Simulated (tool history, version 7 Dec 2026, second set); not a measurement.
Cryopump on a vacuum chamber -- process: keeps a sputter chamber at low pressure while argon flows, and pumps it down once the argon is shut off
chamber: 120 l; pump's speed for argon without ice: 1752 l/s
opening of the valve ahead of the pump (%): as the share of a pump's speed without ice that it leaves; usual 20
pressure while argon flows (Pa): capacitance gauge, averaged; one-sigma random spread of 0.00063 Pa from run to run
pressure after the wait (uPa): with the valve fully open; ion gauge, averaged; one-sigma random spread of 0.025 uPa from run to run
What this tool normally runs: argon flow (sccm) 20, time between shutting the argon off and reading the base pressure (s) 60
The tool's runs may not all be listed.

| run | hour | argon flow (sccm) | time between shutting the argon off and reading the base pressure (s) | opening of the valve ahead of the pump (%) | pressure while argon flows (Pa) | pressure after the wait (uPa) |
|---|---|---|---|---|---|---|
| 1 | 0.0 | 20 | 60 | 20 | 0.1012 | 2.08 |
| 2 | 23.1 | 13 | 60 | 20 | 0.0653 | 2.12 |
| 3 | 38.0 | 13 | 60 | 20 | 0.0663 | 2.13 |
| 4 | 62.3 | 20 | 60 | 17 | 0.1178 | 2.19 |
| 5 | 81.7 | 20 | 60 | 20 | 0.1021 | 2.18 |
| 6 | 92.0 | 20 | 60 | 20 | 0.1010 | 2.22 |
| 7 | 113.9 | 20 | 60 | 46 | 0.0463 | 2.19 |
| 8 | 125.7 | 20 | 60 | 20 | 0.1016 | 2.30 |
| 9 | 143.1 | 20 | 60 | 20 | 0.1009 | 2.33 |
| 10 | 163.4 | 20 | 60 | 49 | 0.0446 | 2.35 |
| 11 | 175.0 | 20 | 60 | 49 | 0.0454 | 2.35 |
| 12 | 187.3 | 20 | 60 | 49 | 0.0448 | 2.36 |
| 13 | 205.0 | 20 | 60 | 49 | 0.0451 | 2.35 |
| 14 | 228.6 | 9 | 115 | 24 | 0.0389 | 1.95 |
| 15 | 250.4 | 9 | 115 | 28 | 0.0330 | 2.01 |
| 16 | 260.5 | 20 | 204 | 28 | 0.0755 | 1.88 |
| 17 | 277.5 | 20 | 204 | 28 | 0.0752 | 1.77 |
| 18 | 296.4 | 20 | 204 | 28 | 0.0756 | 1.92 |
| 19 | 307.7 | 20 | 204 | 28 | 0.0758 | 1.87 |
| 20 | 330.1 | 10 | 204 | 35 | 0.0317 | 1.89 |
| 21 | 351.3 | 40 | 164 | 35 | 0.1254 | 2.01 |
| 22 | 363.9 | 27 | 164 | 41 | 0.0727 | 2.02 |

Forecast run 23:
| 23 | 379.5 | 29 | 53 | 20 | ? | ? |

{"run 23": {"pressure while argon flows (Pa)": 0.1501, "pressure after the wait (uPa)": 2.69}}
The same run, on a tool lacking any hidden state, would have yielded pressure while argon flows (Pa) 0.1394, pressure after the wait (uPa) 1.11.

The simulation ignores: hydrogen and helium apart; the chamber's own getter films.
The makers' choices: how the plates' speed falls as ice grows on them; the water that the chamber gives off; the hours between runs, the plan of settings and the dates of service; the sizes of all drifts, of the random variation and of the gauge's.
